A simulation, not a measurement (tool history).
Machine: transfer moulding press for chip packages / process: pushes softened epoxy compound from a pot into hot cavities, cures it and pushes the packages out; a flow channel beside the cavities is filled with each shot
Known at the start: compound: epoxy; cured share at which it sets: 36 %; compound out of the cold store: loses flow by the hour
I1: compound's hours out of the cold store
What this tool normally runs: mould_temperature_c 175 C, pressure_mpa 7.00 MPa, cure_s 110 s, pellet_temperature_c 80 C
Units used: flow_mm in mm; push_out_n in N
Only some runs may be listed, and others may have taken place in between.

{"run": 1, "hour": 0.0, "mould_temperature_c": 175, "pressure_mpa": 7.0, "cure_s": 110, "pellet_temperature_c": 80, "I1": 36.0, "flow_mm": 910, "push_out_n": 248}
{"run": 2, "hour": 5.2, "mould_temperature_c": 175, "pressure_mpa": 7.0, "cure_s": 110, "pellet_temperature_c": 80, "I1": 40.2, "flow_mm": 903, "push_out_n": 253}
{"run": 3, "hour": 12.2, "mould_temperature_c": 175, "pressure_mpa": 7.0, "cure_s": 110, "pellet_temperature_c": 80, "I1": 23.0, "flow_mm": 941, "push_out_n": 253}
{"run": 4, "hour": 18.8, "mould_temperature_c": 175, "pressure_mpa": 7.0, "cure_s": 110, "pellet_temperature_c": 80, "I1": 13.4, "flow_mm": 950, "push_out_n": 257}
{"run": 5, "hour": 28.5, "mould_temperature_c": 175, "pressure_mpa": 7.0, "cure_s": 110, "pellet_temperature_c": 80, "I1": 45.1, "flow_mm": 893, "push_out_n": 255}
{"run": 6, "hour": 34.4, "mould_temperature_c": 175, "pressure_mpa": 7.0, "cure_s": 110, "pellet_temperature_c": 80, "I1": 25.9, "flow_mm": 929, "push_out_n": 252}
{"run": 7, "hour": 42.2, "mould_temperature_c": 177, "pressure_mpa": 7.0, "cure_s": 110, "pellet_temperature_c": 80, "I1": 33.6, "flow_mm": 906, "push_out_n": 234}
{"run": 8, "hour": 48.9, "mould_temperature_c": 177, "pressure_mpa": 7.0, "cure_s": 110, "pellet_temperature_c": 80, "I1": 34.3, "flow_mm": 901, "push_out_n": 241}
{"run": 9, "hour": 54.0, "mould_temperature_c": 177, "pressure_mpa": 7.0, "cure_s": 110, "pellet_temperature_c": 80, "I1": 41.9, "flow_mm": 885, "push_out_n": 237}
{"run": 10, "hour": 61.2, "mould_temperature_c": 175, "pressure_mpa": 7.0, "cure_s": 110, "pellet_temperature_c": 80, "I1": 32.6, "flow_mm": 912, "push_out_n": 242}
{"run": 11, "hour": 65.4, "mould_temperature_c": 181, "pressure_mpa": 6.75, "cure_s": 146, "pellet_temperature_c": 81, "I1": 19.6, "flow_mm": 891, "push_out_n": 229}
{"run": 12, "hour": 69.8, "mould_temperature_c": 181, "pressure_mpa": 6.48, "cure_s": 116, "pellet_temperature_c": 81, "I1": 16.1, "flow_mm": 884, "push_out_n": 227}
{"run": 13, "hour": 75.0, "mould_temperature_c": 181, "pressure_mpa": 6.48, "cure_s": 116, "pellet_temperature_c": 81, "I1": 48.0, "flow_mm": 825, "push_out_n": 234}
{"run": 14, "hour": 82.6, "mould_temperature_c": 181, "pressure_mpa": 6.48, "cure_s": 116, "pellet_temperature_c": 79, "I1": 44.1, "flow_mm": 835, "push_out_n": 226}
{"run": 15, "hour": 91.2, "mould_temperature_c": 175, "pressure_mpa": 7.0, "cure_s": 117, "pellet_temperature_c": 80, "I1": 33.8, "flow_mm": 915, "push_out_n": 242}
{"run": 16, "hour": 98.2, "mould_temperature_c": 173, "pressure_mpa": 8.2, "cure_s": 134, "pellet_temperature_c": 78, "I1": 17.7, "flow_mm": 1035, "push_out_n": 234}
{"run": 17, "hour": 106.5, "mould_temperature_c": 180, "pressure_mpa": 5.92, "cure_s": 135, "pellet_temperature_c": 80, "I1": 33.5, "flow_mm": 821, "push_out_n": 213}
{"run": 18, "hour": 112.6, "mould_temperature_c": 167, "pressure_mpa": 8.17, "cure_s": 116, "pellet_temperature_c": 77, "I1": 25.4, "flow_mm": 1051, "push_out_n": 370}
{"run": 19, "hour": 116.9, "mould_temperature_c": 182, "pressure_mpa": 6.63, "cure_s": 135, "pellet_temperature_c": 86, "I1": 36.7, "flow_mm": 850, "push_out_n": 226}
{"run": 20, "hour": 125.3, "mould_temperature_c": 182, "pressure_mpa": 6.63, "cure_s": 135, "pellet_temperature_c": 86, "I1": 24.3, "flow_mm": 875, "push_out_n": 228}

Between the runs listed above, the log contained 2 entries, not reproduced here. Where in the sequence does each belong, and how does what the log doesn't record of the tool's condition differ from the listed run before to the listed run after?
Between runs 6 and 7: cavities cleaned with cleaning compound and waxed (hour 37.2)
  pressure that reaches the compound, % of what is set: 99.92 -> 99.91; grip of the stained cavities, % over clean ones': 1.5 -> 0.3
Between runs 15 and 16: cavities cleaned with cleaning compound and waxed (hour 97.3)
  pressure that reaches the compound, % of what is set: 99.88 -> 99.87; grip of the stained cavities, % over clean ones': 1.5 -> 0.1
